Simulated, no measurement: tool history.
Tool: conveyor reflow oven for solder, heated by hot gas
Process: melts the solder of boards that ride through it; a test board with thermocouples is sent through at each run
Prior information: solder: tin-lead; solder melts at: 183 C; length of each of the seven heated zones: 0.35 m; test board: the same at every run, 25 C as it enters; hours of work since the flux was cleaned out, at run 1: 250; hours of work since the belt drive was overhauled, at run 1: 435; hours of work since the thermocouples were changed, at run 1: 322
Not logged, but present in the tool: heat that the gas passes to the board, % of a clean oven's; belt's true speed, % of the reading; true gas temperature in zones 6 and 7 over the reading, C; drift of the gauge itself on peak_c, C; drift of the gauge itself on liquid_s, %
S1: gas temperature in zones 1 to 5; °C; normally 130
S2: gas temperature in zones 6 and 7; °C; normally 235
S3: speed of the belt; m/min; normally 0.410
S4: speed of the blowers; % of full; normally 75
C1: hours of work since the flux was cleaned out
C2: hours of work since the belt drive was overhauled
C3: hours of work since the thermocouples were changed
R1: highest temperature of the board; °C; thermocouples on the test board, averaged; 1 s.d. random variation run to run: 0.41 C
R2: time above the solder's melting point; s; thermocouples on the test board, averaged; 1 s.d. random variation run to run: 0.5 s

Run 1, hour 0.0: usual settings; C1 250; C2 435; C3 322. Result: R1 220.9 °C, R2 78.5 s.
Run 2, hour 24.6: usual settings but S1 124 °C; C1 261; C2 446; C3 334. Result: R1 220.2 °C, R2 75.0 s.
Run 3, hour 39.1: usual settings; C1 268; C2 453; C3 341. Result: R1 220.4 °C, R2 77.4 s.
Run 4, hour 61.8: usual settings; C1 279; C2 464; C3 351. Result: R1 221.2 °C, R2 78.9 s.
Run 5, hour 75.3: usual settings; C1 285; C2 470; C3 358. Result: R1 219.9 °C, R2 77.8 s.
Run 6, hour 97.6: usual settings; C1 295; C2 480; C3 368. Result: R1 221.1 °C, R2 77.8 s.
Run 7, hour 123.9: usual settings; C1 308; C2 493; C3 380. Result: R1 221.3 °C, R2 77.6 s.
Run 8, hour 135.3: usual settings; C1 313; C2 498; C3 386. Result: R1 221.1 °C, R2 77.8 s.
Run 9, hour 161.6: usual settings; C1 325; C2 510; C3 398. Result: R1 220.3 °C, R2 77.7 s.
Run 10, hour 188.1: usual settings but S1 115 °C, S3 0.434 m/min; C1 338; C2 523; C3 410. Result: R1 216.4 °C, R2 63.8 s.
Run 11, hour 207.4: usual settings but S1 139 °C, S2 245 °C; C1 347; C2 532; C3 420. Result: R1 232.1 °C, R2 90.5 s.
Run 12, hour 233.4: usual settings but S1 142 °C, S4 88 % of full; C1 359; C2 544; C3 432. Result: R1 225.1 °C, R2 87.8 s.
Run 13, hour 256.2: usual settings but S1 142 °C, S4 88 % of full; C1 370; C2 555; C3 442. Result: R1 224.8 °C, R2 87.4 s.
Run 14, hour 281.4: usual settings but S1 142 °C, S2 228 °C, S4 88 % of full; C1 382; C2 566; C3 454. Result: R1 217.9 °C, R2 81.5 s.
Run 15, hour 304.4: usual settings but S1 142 °C, S2 228 °C, S3 0.430 m/min, S4 51 % of full; C1 392; C2 577; C3 465. Result: R1 208.0 °C, R2 62.6 s.
Run 16, hour 325.1: usual settings but S3 0.426 m/min; C1 402; C2 587; C3 475. Result: R1 219.2 °C, R2 73.4 s.
Run 17, hour 343.7: usual settings but S1 127 °C, S4 70 % of full; C1 411; C2 596; C3 483. Result: R1 218.3 °C, R2 74.8 s.
Run 18, hour 367.7: usual settings but S1 127 °C, S4 70 % of full; C1 422; C2 607; C3 495. Result: R1 218.4 °C, R2 74.0 s.

Here are 5 independent what-if runs from the current tool condition. What would each one return?
Run A, hour 394.6: usual settings but S1 136 °C, S2 238 °C; C1 435; C2 619; C3 507. Result: R1 ?, R2 ?.
Run B, hour 394.6: usual settings but S1 127 °C, S2 245 °C, S4 70 % of full; C1 435; C2 619; C3 507. Result: R1 ?, R2 ?.
Run C, hour 394.6: usual settings but S1 127 °C, S2 224 °C, S4 70 % of full; C1 435; C2 619; C3 507. Result: R1 ?, R2 ?.
Run D, hour 394.6: usual settings but S1 126 °C, S2 246 °C, S4 69 % of full; C1 435; C2 619; C3 507. Result: R1 ?, R2 ?.
Run E, hour 394.6: usual settings but S1 145 °C, S2 232 °C, S4 78 % of full; C1 435; C2 619; C3 507. Result: R1 ?, R2 ?.

run     R1    R2
  A  224.0  83.2
  B  227.7  82.1
  C  208.0  62.1
  D  228.2  82.9
  E  221.0  85.3
Without the tool's unlogged condition, the same runs would have read:
run     R1    R2
  A  225.2  83.9
  B  229.2  82.9
  C  209.2  64.2
  D  229.7  83.7
  E  221.9  85.9

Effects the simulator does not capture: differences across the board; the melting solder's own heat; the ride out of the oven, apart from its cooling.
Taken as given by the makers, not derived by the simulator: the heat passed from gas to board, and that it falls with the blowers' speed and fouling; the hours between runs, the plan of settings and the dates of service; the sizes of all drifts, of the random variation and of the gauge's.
